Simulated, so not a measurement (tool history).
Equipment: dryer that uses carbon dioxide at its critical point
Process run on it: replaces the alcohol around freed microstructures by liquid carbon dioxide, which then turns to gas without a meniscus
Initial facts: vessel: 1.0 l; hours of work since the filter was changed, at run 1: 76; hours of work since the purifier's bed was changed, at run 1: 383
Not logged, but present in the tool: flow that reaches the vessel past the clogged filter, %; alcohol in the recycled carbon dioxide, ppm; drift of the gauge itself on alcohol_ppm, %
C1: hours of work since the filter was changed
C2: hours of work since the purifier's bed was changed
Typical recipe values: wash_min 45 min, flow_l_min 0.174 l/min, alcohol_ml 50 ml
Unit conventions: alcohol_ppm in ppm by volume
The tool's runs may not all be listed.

run 1 hour=0.0 | wash_min=45 flow_l_min=0.174 alcohol_ml=50 | C1=76 C2=383 | alcohol_ppm=188
run 2 hour=15.0 | wash_min=45 flow_l_min=0.174 alcohol_ml=43 | C1=83 C2=390 | alcohol_ppm=180
run 3 hour=32.3 | wash_min=45 flow_l_min=0.185 alcohol_ml=50 | C1=91 C2=398 | alcohol_ppm=180
run 4 hour=46.0 | wash_min=45 flow_l_min=0.185 alcohol_ml=50 | C1=98 C2=404 | alcohol_ppm=170
run 5 hour=58.3 | wash_min=45 flow_l_min=0.185 alcohol_ml=50 | C1=103 C2=410 | alcohol_ppm=172
run 6 hour=69.6 | wash_min=45 flow_l_min=0.174 alcohol_ml=50 | C1=109 C2=416 | alcohol_ppm=220
run 7 hour=80.5 | wash_min=45 flow_l_min=0.174 alcohol_ml=50 | C1=114 C2=421 | alcohol_ppm=209
run 8 hour=101.9 | wash_min=45 flow_l_min=0.174 alcohol_ml=50 | C1=124 C2=431 | alcohol_ppm=224
run 9 hour=114.9 | wash_min=29 flow_l_min=0.174 alcohol_ml=50 | C1=130 C2=437 | alcohol_ppm=1004
run 10 hour=135.9 | wash_min=45 flow_l_min=0.174 alcohol_ml=50 | C1=140 C2=447 | alcohol_ppm=235
run 11 hour=144.7 | wash_min=45 flow_l_min=0.174 alcohol_ml=50 | C1=145 C2=451 | alcohol_ppm=231
run 12 hour=160.5 | wash_min=45 flow_l_min=0.174 alcohol_ml=64 | C1=152 C2=459 | alcohol_ppm=245
run 13 hour=170.8 | wash_min=45 flow_l_min=0.174 alcohol_ml=64 | C1=157 C2=464 | alcohol_ppm=255
run 14 hour=189.8 | wash_min=45 flow_l_min=0.174 alcohol_ml=93 | C1=166 C2=473 | alcohol_ppm=315
run 15 hour=211.0 | wash_min=45 flow_l_min=0.174 alcohol_ml=104 | C1=176 C2=483 | alcohol_ppm=354
run 16 hour=230.8 | wash_min=45 flow_l_min=0.174 alcohol_ml=104 | C1=185 C2=492 | alcohol_ppm=346
run 17 hour=247.6 | wash_min=45 flow_l_min=0.174 alcohol_ml=104 | C1=193 C2=500 | alcohol_ppm=363
run 18 hour=266.9 | wash_min=45 flow_l_min=0.174 alcohol_ml=104 | C1=203 C2=510 | alcohol_ppm=371
run 19 hour=286.1 | wash_min=45 flow_l_min=0.174 alcohol_ml=104 | C1=212 C2=519 | alcohol_ppm=370
run 20 hour=300.7 | wash_min=45 flow_l_min=0.280 alcohol_ml=50 | C1=219 C2=526 | alcohol_ppm=158
run 21 hour=321.5 | wash_min=45 flow_l_min=0.280 alcohol_ml=50 | C1=229 C2=536 | alcohol_ppm=143
run 22 hour=330.9 | wash_min=45 flow_l_min=0.280 alcohol_ml=30 | C1=233 C2=540 | alcohol_ppm=148
run 23 hour=343.6 | wash_min=45 flow_l_min=0.174 alcohol_ml=58 | C1=239 C2=546 | alcohol_ppm=288
run 24 hour=354.6 | wash_min=45 flow_l_min=0.174 alcohol_ml=58 | C1=244 C2=551 | alcohol_ppm=298
run 25 hour=372.0 | wash_min=45 flow_l_min=0.174 alcohol_ml=58 | C1=253 C2=560 | alcohol_ppm=293
run 26 hour=383.3 | wash_min=55 flow_l_min=0.284 alcohol_ml=50 | C1=258 C2=565 | alcohol_ppm=166
run 27 hour=394.5 | wash_min=48 flow_l_min=0.192 alcohol_ml=111 | C1=263 C2=570 | alcohol_ppm=249
run 28 hour=413.5 | wash_min=39 flow_l_min=0.134 alcohol_ml=50 | C1=272 C2=579 | alcohol_ppm=1050
run 29 hour=433.1 | wash_min=39 flow_l_min=0.134 alcohol_ml=20 | C1=282 C2=589 | alcohol_ppm=540
run 30 hour=442.5 | wash_min=39 flow_l_min=0.134 alcohol_ml=20 | C1=286 C2=593 | alcohol_ppm=546
run 31 hour=458.9 | wash_min=47 flow_l_min=0.191 alcohol_ml=31 | C1=294 C2=601 | alcohol_ppm=196
run 32 hour=467.6 | wash_min=47 flow_l_min=0.191 alcohol_ml=31 | C1=298 C2=605 | alcohol_ppm=205
run 33 hour=477.7 | wash_min=43 flow_l_min=0.166 alcohol_ml=42 | C1=303 C2=610 | alcohol_ppm=358
run 34 hour=495.3 | wash_min=45 flow_l_min=0.232 alcohol_ml=50 | C1=311 C2=618 | alcohol_ppm=182
run 35 hour=516.0 | wash_min=45 flow_l_min=0.232 alcohol_ml=50 | C1=321 C2=628 | alcohol_ppm=189
run 36 hour=530.6 | wash_min=39 flow_l_min=0.174 alcohol_ml=26 | C1=328 C2=635 | alcohol_ppm=329
-- hour=536.2 inlet filter changed
run 37 hour=546.8 | wash_min=35 flow_l_min=0.174 alcohol_ml=51 | C1=5 C2=642 | alcohol_ppm=516
run 38 hour=560.9 | wash_min=35 flow_l_min=0.174 alcohol_ml=51 | C1=12 C2=649 | alcohol_ppm=511
run 39 hour=580.2 | wash_min=52 flow_l_min=0.174 alcohol_ml=70 | C1=21 C2=658 | alcohol_ppm=218
run 40 hour=591.1 | wash_min=52 flow_l_min=0.174 alcohol_ml=26 | C1=26 C2=663 | alcohol_ppm=198
run 41 hour=605.3 | wash_min=45 flow_l_min=0.117 alcohol_ml=64 | C1=33 C2=670 | alcohol_ppm=1033
run 42 hour=614.1 | wash_min=72 flow_l_min=0.234 alcohol_ml=50 | C1=37 C2=674 | alcohol_ppm=182
run 43 hour=625.2 | wash_min=45 flow_l_min=0.204 alcohol_ml=38 | C1=42 C2=680 | alcohol_ppm=201
run 44 hour=634.7 | wash_min=29 flow_l_min=0.167 alcohol_ml=36 | C1=47 C2=684 | alcohol_ppm=841
run 45 hour=644.1 | wash_min=30 flow_l_min=0.167 alcohol_ml=36 | C1=51 C2=689 | alcohol_ppm=798
run 46 hour=655.5 | wash_min=30 flow_l_min=0.167 alcohol_ml=36 | C1=57 C2=694 | alcohol_ppm=792

Alternative continuations, all from the tool just after run 46; predict every row:
run A hour=671.1 | wash_min=56 flow_l_min=0.174 alcohol_ml=59 | C1=64 C2=701 | alcohol_ppm=?
run B hour=671.1 | wash_min=45 flow_l_min=0.149 alcohol_ml=47 | C1=64 C2=701 | alcohol_ppm=?
run C hour=671.1 | wash_min=45 flow_l_min=0.204 alcohol_ml=56 | C1=64 C2=701 | alcohol_ppm=?
run D hour=671.1 | wash_min=43 flow_l_min=0.174 alcohol_ml=50 | C1=64 C2=701 | alcohol_ppm=?

run=A alcohol_ppm=212
run=B alcohol_ppm=399
run=C alcohol_ppm=227
run=D alcohol_ppm=315
The same runs, with their run-to-run variation unchanged, on a tool lacking any hidden condition would have given:
run=A alcohol_ppm=23
run=B alcohol_ppm=192
run=C alcohol_ppm=31
run=D alcohol_ppm=112
